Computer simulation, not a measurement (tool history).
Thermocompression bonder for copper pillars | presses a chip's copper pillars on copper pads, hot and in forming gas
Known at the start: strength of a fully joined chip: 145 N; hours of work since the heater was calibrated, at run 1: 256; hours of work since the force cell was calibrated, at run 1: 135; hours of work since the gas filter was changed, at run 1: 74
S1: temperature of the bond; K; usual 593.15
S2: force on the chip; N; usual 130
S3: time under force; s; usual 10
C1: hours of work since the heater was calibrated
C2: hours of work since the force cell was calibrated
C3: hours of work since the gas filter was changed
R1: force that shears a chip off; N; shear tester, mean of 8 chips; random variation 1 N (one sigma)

run 1 hour=0 | S1=593.15 S2=130 S3=10 | C1=256 C2=135 C3=74 | R1=85.3
run 2 hour=93.3 | S1=593.15 S2=130 S3=10 | C1=298 C2=177 C3=116 | R1=86.9
-- hour=110.8 forming gas filter changed
run 3 hour=185.5 | S1=593.15 S2=130 S3=10 | C1=340 C2=218 C3=34 | R1=87.2
run 4 hour=242 | S1=593.15 S2=130 S3=14 | C1=365 C2=244 C3=59 | R1=96.9
run 5 hour=314.1 | S1=593.15 S2=130 S3=14 | C1=398 C2=276 C3=92 | R1=96.1
run 6 hour=373.2 | S1=593.15 S2=81 S3=14 | C1=425 C2=303 C3=119 | R1=69.9
-- hour=391.3 forming gas filter changed
run 7 hour=464.2 | S1=593.15 S2=81 S3=14 | C1=466 C2=344 C3=33 | R1=69.2
run 8 hour=520 | S1=593.15 S2=130 S3=10 | C1=491 C2=369 C3=58 | R1=87.6
run 9 hour=569.8 | S1=593.15 S2=130 S3=10 | C1=513 C2=392 C3=81 | R1=88.4
run 10 hour=644.3 | S1=593.15 S2=130 S3=10 | C1=547 C2=425 C3=114 | R1=87.6
-- hour=673.4 forming gas filter changed
run 11 hour=692.1 | S1=589.15 S2=130 S3=10 | C1=568 C2=447 C3=8 | R1=83.3
run 12 hour=789.8 | S1=589.15 S2=130 S3=10 | C1=612 C2=491 C3=53 | R1=83.7
run 13 hour=860.1 | S1=598.15 S2=130 S3=10 | C1=644 C2=523 C3=84 | R1=91.4
run 14 hour=915.2 | S1=579.15 S2=133 S3=12 | C1=669 C2=548 C3=109 | R1=80.8
-- hour=949.6 forming gas filter changed
run 15 hour=992.6 | S1=579.15 S2=133 S3=12 | C1=704 C2=582 C3=19 | R1=80.1
run 16 hour=1056.8 | S1=579.15 S2=133 S3=12 | C1=733 C2=611 C3=48 | R1=78.1
run 17 hour=1143.4 | S1=579.15 S2=133 S3=12 | C1=772 C2=650 C3=88 | R1=79.5
run 18 hour=1216.3 | S1=593.15 S2=106 S3=10 | C1=805 C2=683 C3=121 | R1=75.7
-- hour=1229.4 forming gas filter changed
run 19 hour=1314.6 | S1=593.15 S2=92 S3=10 | C1=849 C2=728 C3=38 | R1=67.6
run 20 hour=1394.6 | S1=593.15 S2=92 S3=10 | C1=885 C2=764 C3=75 | R1=68.7
run 21 hour=1490.7 | S1=593.15 S2=92 S3=10 | C1=929 C2=807 C3=118 | R1=67.8
-- hour=1504.6 forming gas filter changed
run 22 hour=1560.5 | S1=593.15 S2=92 S3=10 | C1=960 C2=838 C3=25 | R1=68.6
run 23 hour=1640.3 | S1=575.15 S2=152 S3=10 | C1=996 C2=875 C3=61 | R1=78.2
run 24 hour=1694.1 | S1=609.15 S2=152 S3=8 | C1=1020 C2=899 C3=86 | R1=103.9
run 25 hour=1745.9 | S1=618.15 S2=108 S3=5 | C1=1044 C2=922 C3=109 | R1=79
-- hour=1782 forming gas filter changed
run 26 hour=1830.8 | S1=618.15 S2=108 S3=5 | C1=1082 C2=960 C3=22 | R1=80.2

Forecast each of these 4 alternatives for the next run:
run A hour=1931.2 | S1=599.15 S2=108 S3=27 | C1=1127 C2=1006 C3=67 | R1=?
run B hour=1931.2 | S1=618.15 S2=148 S3=29 | C1=1127 C2=1006 C3=67 | R1=?
run C hour=1931.2 | S1=602.15 S2=115 S3=5 | C1=1127 C2=1006 C3=67 | R1=?
run D hour=1931.2 | S1=591.15 S2=110 S3=16 | C1=1127 C2=1006 C3=67 | R1=?

run=A R1=107.7
run=B R1=133.4
run=C R1=69.6
run=D R1=87.7
Without the tool's hidden state the same runs would have given:
run=A R1=107.3
run=B R1=133.3
run=C R1=69.1
run=D R1=87.2
